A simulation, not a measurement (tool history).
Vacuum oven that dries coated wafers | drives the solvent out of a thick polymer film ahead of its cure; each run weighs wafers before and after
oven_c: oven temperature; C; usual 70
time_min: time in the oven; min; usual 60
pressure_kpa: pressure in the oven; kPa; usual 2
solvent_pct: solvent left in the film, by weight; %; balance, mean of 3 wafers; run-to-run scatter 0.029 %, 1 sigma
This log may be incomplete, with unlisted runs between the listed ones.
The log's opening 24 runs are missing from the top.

run    hour  oven_c  time_min  pressure_kpa  hours of work since the thermocouples were calibrated  hours of work since the vacuum gauge was cleaned of residue  solvent_pct
 25  1365.3      66        64             2                                                    348                                                           57         3.14
 26  1400.6      66        46           1.8                                                    366                                                           76         4.05
 27  1477.1      66        46           1.8                                                    405                                                          115         4.06
 28  1529.3      66        46           1.8                                                    432                                                          142         4.07
 29  1585.9      60        48           1.8                                                    461                                                          171         5.66
 30  1647.6      78        48          1.29                                                    493                                                          202         1.27
 31  1689.9      78        48          5.68                                                    514                                                          224         3.74
 32  1726.3      80        43             2                                                    533                                                          243         1.56
 33  1774.7      66        60          4.38                                                    558                                                          268         5.45
 34  1833.6      79        60           6.4                                                    588                                                          298         3.74
 35    1904      70        82           6.4                                                    624                                                          334         5.48
 36    1952      70        97           6.4                                                    649                                                          359         5.45
 37  2019.7      70        97           6.4                                                    684                                                          393         5.35
 38    2077      80        50           6.4                                                    713                                                          423         3.74
 39  2111.3      57        87             2                                                    731                                                          440         4.53
 40    2181      57        87             2                                                    767                                                          476         4.54
 41  2226.3      57        87             2                                                    790                                                          499         4.55
 42  2267.7      71        53             2                                                    811                                                          521         2.54
 43  2338.3      70        80          7.51                                                    847                                                          557         6.37

What if the next run were any one of these 4? Each begins from the tool's condition after run 43:
  A  2374.1      70        44          2.27                                                    866                                                          575            ?
  B  2374.1      70        80           3.5                                                    866                                                          575            ?
  C  2374.1      57        43          4.98                                                    866                                                          575            ?
  D  2374.1      57        42           5.6                                                    866                                                          575            ?

run  solvent_pct
  A         3.51
  B         3.17
  C        10.39
  D        11.01
Without the tool's hidden state the same runs would have given:
run  solvent_pct
  A         3.74
  B          3.3
  C        10.79
  D        11.43

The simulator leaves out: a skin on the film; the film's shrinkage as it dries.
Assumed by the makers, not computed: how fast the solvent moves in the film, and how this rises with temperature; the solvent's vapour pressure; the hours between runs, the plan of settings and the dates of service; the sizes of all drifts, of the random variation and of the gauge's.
